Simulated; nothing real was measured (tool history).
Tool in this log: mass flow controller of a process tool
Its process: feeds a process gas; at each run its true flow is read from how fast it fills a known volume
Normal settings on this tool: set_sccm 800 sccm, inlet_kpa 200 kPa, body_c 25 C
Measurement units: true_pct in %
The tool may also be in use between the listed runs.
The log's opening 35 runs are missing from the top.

run	day	set_sccm	inlet_kpa	body_c	hours of work since the controller was set to zero	hours of work since the controller was changed	true_pct
36	387.942	800	265	25	2249	2249	97.93
37	394.883	800	185	26	2364	2364	98.28
38	409.962	800	185	26	2614	2614	98.02
39	417.283	455	151	32	2736	2736	96.12
40	429.258	344	181	34	2934	2934	95.20
41	441.196	126	200	37	3133	3133	91.89
42	449.112	484	200	20	3264	3264	96.93
43	455.404	768	166	32	3368	3368	97.21
44	464.067	768	192	32	3512	3512	97.03
45	475.475	768	192	32	3701	3701	96.97
46	484.575	539	224	20	3852	3852	96.64

Forecast each of these 3 alternatives for the next run:
A	495.262	800	158	25	4029	4029	?
B	495.262	539	224	33	4029	4029	?
C	495.262	135	146	39	4029	4029	?

run	true_pct
A	97.85
B	95.55
C	91.29
Had the tool no hidden state, the same runs would have come out as:
run	true_pct
A	99.68
B	97.67
C	96.05
